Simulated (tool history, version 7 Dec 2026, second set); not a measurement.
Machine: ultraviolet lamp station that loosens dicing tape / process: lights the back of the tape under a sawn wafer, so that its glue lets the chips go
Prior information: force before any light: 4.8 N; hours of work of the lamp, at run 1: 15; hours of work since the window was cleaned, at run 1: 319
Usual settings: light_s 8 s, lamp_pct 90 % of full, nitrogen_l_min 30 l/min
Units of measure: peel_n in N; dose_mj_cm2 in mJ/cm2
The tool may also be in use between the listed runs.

run,day,light_s,lamp_pct,nitrogen_l_min,hours of work of the lamp,hours of work since the window was cleaned,peel_n,dose_mj_cm2
1,0,8,90,30,15,319,0.297,352
2,0.238,8,90,30,19,323,0.301,349
3,0.55,8,90,30,24,328,0.323,350
4,0.879,8,90,30,30,334,0.295,344
5,1.067,8,62,30,33,337,0.515,240
6,1.488,8,62,30,39,343,0.528,244
7,1.862,8,90,30,45,349,0.302,348
8,2.258,8,90,30,52,356,0.307,342
9,2.654,8,90,30,58,362,0.296,340
10,2.858,8,72,30,62,365,0.443,275
11,3.188,8,90,19,67,371,0.366,337
12,3.562,8,90,19,73,377,0.379,337
13,3.9,8,90,19,78,382,0.365,338
14,4.204,8,90,19,83,387,0.359,330
15,4.388,8,90,19,86,390,0.369,335
16,4.662,16,92,26,91,395,0.233,680
17,4.896,16,67,12,94,398,0.269,500
18,5.162,5,67,30,99,403,1.008,155
19,5.562,5,67,30,105,409,1.018,151
20,5.971,5,93,30,112,416,0.647,208
21,6.338,5,79,10,118,422,1.22,182
22,6.75,5,79,10,124,428,1.239,178
23,7.15,8,90,50,131,435,0.303,325
24,7.479,8,90,50,136,440,0.29,326
25,7.733,8,90,50,140,444,0.309,315
26,8.108,8,77,23,146,450,0.455,272
27,8.321,8,99,29,150,454,0.313,346

What if the next run were any one of these 4? Each begins from the tool's condition after run 27:
A,8.683,5,99,32,155,459,?,?
B,8.683,6,71,12,155,459,?,?
C,8.683,8,99,15,155,459,?,?
D,8.683,12,86,13,155,459,?,?

run,peel_n,dose_mj_cm2
A,0.609,220
B,1.093,188
C,0.38,346
D,0.282,452
Stripped of hidden state, with their random variation kept, the same runs would have yielded:
run,peel_n,dose_mj_cm2
A,0.458,264
B,0.843,225
C,0.299,416
D,0.242,544
